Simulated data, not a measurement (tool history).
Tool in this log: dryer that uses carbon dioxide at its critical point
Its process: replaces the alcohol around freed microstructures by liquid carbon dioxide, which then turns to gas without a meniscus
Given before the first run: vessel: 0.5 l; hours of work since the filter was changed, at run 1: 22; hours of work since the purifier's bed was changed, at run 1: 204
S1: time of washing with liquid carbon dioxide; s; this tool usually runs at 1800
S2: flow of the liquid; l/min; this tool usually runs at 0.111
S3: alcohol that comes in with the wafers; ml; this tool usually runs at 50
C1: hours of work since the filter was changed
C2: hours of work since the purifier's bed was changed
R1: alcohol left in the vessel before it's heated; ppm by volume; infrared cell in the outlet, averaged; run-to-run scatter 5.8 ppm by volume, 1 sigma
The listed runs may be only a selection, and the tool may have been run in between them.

| run | hour | S1 | S2 | S3 | C1 | C2 | R1 |
|---|---|---|---|---|---|---|---|
| 1 | 0 | 1800 | 0.111 | 50 | 22 | 204 | 234 |
| 2 | 34.9 | 1800 | 0.111 | 50 | 47 | 229 | 265 |
| 3 | 70.1 | 1800 | 0.111 | 50 | 72 | 254 | 279 |
| 4 | 117.5 | 1800 | 0.111 | 50 | 106 | 288 | 315 |
| 5 | 149 | 1800 | 0.078 | 50 | 128 | 310 | 1884 |
| 6 | 169.7 | 1800 | 0.078 | 50 | 143 | 325 | 1964 |
| 7 | 205.4 | 1800 | 0.078 | 50 | 168 | 350 | 2119 |
| 8 | 248 | 1800 | 0.078 | 50 | 199 | 381 | 2279 |
| 9 | 273.5 | 1800 | 0.078 | 50 | 217 | 399 | 2346 |
| 10 | 315.2 | 1800 | 0.078 | 50 | 247 | 429 | 2564 |
| 11 | 351.6 | 1800 | 0.078 | 38 | 273 | 455 | 2017 |
| 12 | 380.9 | 1800 | 0.078 | 38 | 294 | 476 | 2113 |
|  | 411.3 | inlet filter changed |
| 13 | 411.3 | 1800 | 0.078 | 38 | 0 | 497 | 1112 |
| 14 | 433.8 | 1800 | 0.078 | 92 | 16 | 513 | 2715 |
| 15 | 482.7 | 2280 | 0.118 | 50 | 51 | 548 | 87 |
| 16 | 512.1 | 2280 | 0.118 | 50 | 72 | 569 | 92 |
| 17 | 555.1 | 1440 | 0.174 | 76 | 103 | 599 | 140 |
| 18 | 586.8 | 1680 | 0.107 | 75 | 125 | 622 | 865 |
| 19 | 607.6 | 1140 | 0.111 | 50 | 140 | 637 | 2524 |
| 20 | 629.8 | 1440 | 0.111 | 49 | 156 | 653 | 1081 |
| 21 | 658.2 | 1080 | 0.096 | 97 | 176 | 673 | 10711 |
| 22 | 697.1 | 1800 | 0.159 | 65 | 204 | 701 | 110 |
| 23 | 730.1 | 1800 | 0.159 | 65 | 228 | 724 | 112 |
| 24 | 779.8 | 2640 | 0.131 | 35 | 263 | 760 | 77 |

Each run again, without the hidden state but with its own random variation kept:
What the log doesn't record here: flow that reaches the vessel past the clogged filter, %; alcohol in the recycled carbon dioxide, ppm; drift of the gauge itself on alcohol_ppm, %.
| run | R1 |
|---|---|
| 1 | 195 |
| 2 | 205 |
| 3 | 197 |
| 4 | 197 |
| 5 | 1368 |
| 6 | 1380 |
| 7 | 1399 |
| 8 | 1411 |
| 9 | 1385 |
| 10 | 1414 |
| 11 | 1047 |
| 12 | 1053 |
| 13 | 1053 |
| 14 | 2542 |
| 15 | 29 |
| 16 | 29 |
| 17 | 55 |
| 18 | 561 |
| 19 | 1847 |
| 20 | 681 |
| 21 | 7942 |
| 22 | 20 |
| 23 | 17 |
| 24 | 2 |
